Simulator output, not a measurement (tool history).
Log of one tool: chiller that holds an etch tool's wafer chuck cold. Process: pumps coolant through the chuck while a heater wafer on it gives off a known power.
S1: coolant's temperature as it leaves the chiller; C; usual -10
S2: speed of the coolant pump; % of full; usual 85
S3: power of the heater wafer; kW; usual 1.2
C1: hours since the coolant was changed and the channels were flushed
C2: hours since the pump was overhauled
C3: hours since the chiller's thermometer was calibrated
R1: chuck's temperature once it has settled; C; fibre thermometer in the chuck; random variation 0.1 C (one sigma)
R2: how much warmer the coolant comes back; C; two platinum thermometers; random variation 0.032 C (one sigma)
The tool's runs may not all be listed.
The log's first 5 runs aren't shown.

| run | hour | S1 | S2 | S3 | C1 | C2 | C3 | R1 | R2 |
|---|---|---|---|---|---|---|---|---|---|
| 6 | 220.4 | -10 | 85 | 1.2 | 402 | 1426 | 902 | -2.6 | 3.39 |
| 7 | 273.2 | -10 | 85 | 1.2 | 455 | 1479 | 955 | -2.5 | 3.36 |
| 8 | 309 | -2 | 85 | 1.2 | 491 | 1515 | 991 | 5.5 | 3.36 |
| 9 | 342.5 | -2 | 93 | 1.2 | 524 | 1549 | 1024 | 4.8 | 3.08 |
| 10 | 379.9 | -2 | 93 | 1.531 | 562 | 1586 | 1062 | 6.7 | 3.89 |
| 11 | 408.7 | -7 | 93 | 1.531 | 591 | 1615 | 1090 | 1.7 | 3.92 |
| 12 | 447.5 | -7 | 93 | 1.531 | 629 | 1654 | 1129 | 1.8 | 3.84 |
| 13 | 483.1 | -10 | 85 | 1.2 | 665 | 1689 | 1165 | -2.8 | 3.35 |
| 14 | 525.8 | -10 | 85 | 1.2 | 708 | 1732 | 1208 | -2.6 | 3.3 |
| 15 | 562.5 | -17 | 85 | 1.2 | 744 | 1769 | 1244 | -9.6 | 3.26 |
| 16 | 615.4 | -10 | 85 | 1.2 | 797 | 1821 | 1297 | -2.5 | 3.29 |
| 17 | 671.2 | -13 | 81 | 0.835 | 853 | 1877 | 1353 | -7.7 | 2.37 |
| 18 | 706 | -19 | 61 | 0.796 | 888 | 1912 | 1388 | -12.5 | 3.07 |
| 19 | 747 | -15 | 98 | 1.08 | 929 | 1953 | 1429 | -9.1 | 2.45 |
| 20 | 793.6 | -3 | 79 | 0.742 | 976 | 2000 | 1475 | 1.9 | 2 |
| 21 | 841.7 | -8 | 70 | 1.556 | 1024 | 2048 | 1523 | 3.3 | 5.33 |
| 22 | 870.1 | -1 | 86 | 1.2 | 1052 | 2076 | 1552 | 6.3 | 3.12 |
| 23 | 917.9 | -9 | 61 | 1.2 | 1100 | 2124 | 1600 | 0.9 | 4.63 |
| 24 | 941.9 | -9 | 61 | 1.2 | 1124 | 2148 | 1624 | 0.9 | 4.65 |
| 25 | 997.9 | -15 | 69 | 1.307 | 1180 | 2204 | 1680 | -5.4 | 4.45 |

Forecast run 26:
|  | 1013.5 | gauge calibrated |
| 26 | 1022.5 | -11 | 78 | 0.601 | 1204 | 2229 | 1704 | ? | ? |

{"run 26": {"R1": -7.1, "R2": 1.87}}
Without the tool's hidden state the same run would have given R1 -7.1 C, R2 1.88 C.
